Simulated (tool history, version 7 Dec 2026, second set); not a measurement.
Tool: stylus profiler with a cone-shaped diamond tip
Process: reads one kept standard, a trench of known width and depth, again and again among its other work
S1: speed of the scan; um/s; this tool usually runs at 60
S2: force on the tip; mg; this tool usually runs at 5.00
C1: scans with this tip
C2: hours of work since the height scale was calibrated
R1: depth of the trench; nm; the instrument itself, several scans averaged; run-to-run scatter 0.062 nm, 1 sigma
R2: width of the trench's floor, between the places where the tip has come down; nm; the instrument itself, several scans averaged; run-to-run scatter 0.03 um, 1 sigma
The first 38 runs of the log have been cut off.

Run 39, hour 1125.8: usual settings but S1 68 um/s, S2 3.40 mg; C1 11835; C2 146. Result: R1 510.56 nm, R2 95810 nm.
Run 40, hour 1144.9: usual settings but S1 68 um/s, S2 3.40 mg; C1 11986; C2 160. Result: R1 510.64 nm, R2 95720 nm.
Run 41, hour 1186.1: usual settings but S1 43 um/s, S2 9.34 mg; C1 12310; C2 192. Result: R1 520.95 nm, R2 95840 nm.
Run 42, hour 1222.6: usual settings but S1 43 um/s, S2 9.34 mg; C1 12598; C2 219. Result: R1 520.97 nm, R2 95840 nm.
Run 43, hour 1254.6: usual settings but S1 97 um/s, S2 2.57 mg; C1 12850; C2 244. Result: R1 508.88 nm, R2 95550 nm.
Run 44, hour 1288.7: usual settings but S1 97 um/s, S2 2.57 mg; C1 13118; C2 269. Result: R1 508.84 nm, R2 95590 nm.
Run 45, hour 1320.3: usual settings but S1 136 um/s, S2 9.56 mg; C1 13367; C2 293. Result: R1 521.34 nm, R2 95650 nm.
Run 46, hour 1352.9: usual settings but S1 136 um/s, S2 9.56 mg; C1 13623; C2 318. Result: R1 521.38 nm, R2 95630 nm.
Run 47, hour 1379.1: usual settings but S1 136 um/s, S2 9.56 mg; C1 13830; C2 338. Result: R1 521.35 nm, R2 95600 nm.

3 ways to go on from here, each from the tool as it stands after run 47. What would each give?
Run A, hour 1399.3: usual settings but S2 1.86 mg; C1 13989; C2 353. Result: R1 ?, R2 ?.
Run B, hour 1399.3: usual settings but S1 108 um/s, S2 3.62 mg; C1 13989; C2 353. Result: R1 ?, R2 ?.
Run C, hour 1399.3: usual settings but S1 56 um/s; C1 13989; C2 353. Result: R1 ?, R2 ?.

run      R1     R2
  A  507.30  95640
  B  511.09  95530
  C  513.84  95660
With the hidden condition removed and each run's random variation left untouched, the same runs would have given:
run      R1     R2
  A  507.21  96850
  B  510.99  96740
  C  513.75  96870
